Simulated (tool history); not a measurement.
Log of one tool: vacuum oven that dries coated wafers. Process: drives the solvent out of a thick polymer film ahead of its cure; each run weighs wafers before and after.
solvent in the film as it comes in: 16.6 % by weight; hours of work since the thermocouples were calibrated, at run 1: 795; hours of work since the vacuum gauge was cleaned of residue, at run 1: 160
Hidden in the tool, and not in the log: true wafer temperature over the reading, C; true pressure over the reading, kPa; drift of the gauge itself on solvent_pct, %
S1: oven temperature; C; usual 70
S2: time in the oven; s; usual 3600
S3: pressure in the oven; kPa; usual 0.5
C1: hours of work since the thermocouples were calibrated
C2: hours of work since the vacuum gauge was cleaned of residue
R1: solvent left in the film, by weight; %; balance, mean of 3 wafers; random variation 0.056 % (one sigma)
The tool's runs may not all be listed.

Run 1, hour 0: usual settings; C1 795; C2 160. Result: R1 3.14 %.
Run 2, hour 12.2: usual settings; C1 800; C2 166. Result: R1 3.1 %.
Run 3, hour 24.6: usual settings but S3 1.849 kPa; C1 806; C2 171. Result: R1 3.9 %.
Run 4, hour 33.7: usual settings but S2 2880 s; C1 809; C2 175. Result: R1 4.14 %.
Run 5, hour 43.6: usual settings but S2 2880 s; C1 814; C2 179. Result: R1 4.08 %.
Run 6, hour 52.7: usual settings but S1 55 C, S2 2880 s; C1 817; C2 183. Result: R1 9.22 %.
Run 7, hour 58.6: usual settings but S1 55 C, S2 2880 s; C1 820; C2 185. Result: R1 9.21 %.
Run 8, hour 64.2: usual settings but S1 55 C, S2 2880 s; C1 822; C2 187. Result: R1 9.3 %.
Run 9, hour 75.7: usual settings but S1 55 C, S2 2880 s; C1 827; C2 192. Result: R1 9.34 %.
Run 10, hour 81.4: usual settings but S1 60 C, S3 0.588 kPa; C1 829; C2 194. Result: R1 6.7 %.
Run 11, hour 87.4: usual settings but S1 60 C, S3 0.588 kPa; C1 832; C2 197. Result: R1 6.92 %.
Run 12, hour 97.1: usual settings but S1 84 C, S2 1920 s, S3 0.588 kPa; C1 836; C2 201. Result: R1 1.77 %.
Run 13, hour 108.1: usual settings but S1 84 C, S2 1920 s, S3 0.588 kPa; C1 841; C2 206. Result: R1 1.66 %.
Run 14, hour 113.2: usual settings but S2 3060 s, S3 1.524 kPa; C1 843; C2 208. Result: R1 4.39 %.
At hour 117.3: oven's thermocouples calibrated.
Run 15, hour 121.5: usual settings but S2 3060 s, S3 1.524 kPa; C1 2; C2 210. Result: R1 3.95 %.
Run 16, hour 133.4: usual settings but S1 73 C, S2 4260 s, S3 1.916 kPa; C1 7; C2 215. Result: R1 2.12 %.
Run 17, hour 142.7: usual settings but S1 73 C, S2 4260 s, S3 1.916 kPa; C1 11; C2 219. Result: R1 2.2 %.
Run 18, hour 154.1: usual settings but S1 73 C, S2 4260 s, S3 0.531 kPa; C1 15; C2 224. Result: R1 1.49 %.

Hidden state at the last listed run before each entry between runs and at the first one after, where it differs:
Between runs 14 and 15: oven's thermocouples calibrated (hour 117.3)
  true wafer temperature over the reading, C: -1.7 -> -0.16; true pressure over the reading, kPa: 0.035 -> 0.036
  measured less the result without the state, R1: +0.6 -> +0.07 %
